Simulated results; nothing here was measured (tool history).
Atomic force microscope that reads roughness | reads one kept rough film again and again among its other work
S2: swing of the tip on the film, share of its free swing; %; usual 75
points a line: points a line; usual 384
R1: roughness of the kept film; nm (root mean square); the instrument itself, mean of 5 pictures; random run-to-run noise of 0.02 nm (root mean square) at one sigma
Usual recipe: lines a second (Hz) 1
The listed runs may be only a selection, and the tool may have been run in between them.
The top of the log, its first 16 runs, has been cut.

At hour 344.7: new tip fitted.
At hour 345.7: height scale calibrated on a step standard.
Run 17, hour 359.1: usual settings but points a line 337. Result: R1 4.685 nm (root mean square).
Run 18, hour 383.1: usual settings but points a line 477. Result: R1 4.462 nm (root mean square).
Run 19, hour 400.7: usual settings but points a line 440. Result: R1 4.284 nm (root mean square).
At hour 416.2: new tip fitted.
Run 20, hour 427.8: usual settings but points a line 440. Result: R1 4.72 nm (root mean square).
At hour 432.5: height scale calibrated on a step standard, once more.
Run 21, hour 451.8: usual settings but points a line 440. Result: R1 4.431 nm (root mean square).
Run 22, hour 475.8: usual settings. Result: R1 4.165 nm (root mean square).
At hour 489: new tip fitted.
Run 23, hour 492.2: usual settings but lines a second (Hz) 3.88. Result: R1 4.27 nm (root mean square).
Run 24, hour 514: usual settings but lines a second (Hz) 3.34, S2 56 %, points a line 669. Result: R1 4.514 nm (root mean square).
Run 25, hour 527.9: usual settings but lines a second (Hz) 0.96, S2 84 %, points a line 535. Result: R1 4.303 nm (root mean square).
Run 26, hour 558.4: usual settings but lines a second (Hz) 0.96, S2 84 %, points a line 535. Result: R1 4.024 nm (root mean square).
At hour 561: new tip fitted.
Run 27, hour 579.4: usual settings but lines a second (Hz) 2.48, S2 55 %, points a line 595. Result: R1 4.62 nm (root mean square).
Run 28, hour 607.5: usual settings but lines a second (Hz) 2.1, S2 69 %. Result: R1 4.215 nm (root mean square).
At hour 631.4: new tip fitted.
Run 29, hour 631.4: usual settings but lines a second (Hz) 0.84, S2 57 %, points a line 619. Result: R1 4.921 nm (root mean square).
Run 30, hour 649.2: usual settings but lines a second (Hz) 0.84, S2 57 %, points a line 619. Result: R1 4.74 nm (root mean square).

What will run 31 give?
Run 31, hour 669.8: usual settings but lines a second (Hz) 1.17, S2 77 %. Result: R1 ?.

R1: 4.388 nm (root mean square)
Without the tool's hidden state the same run would have given R1 4.776 nm (root mean square).
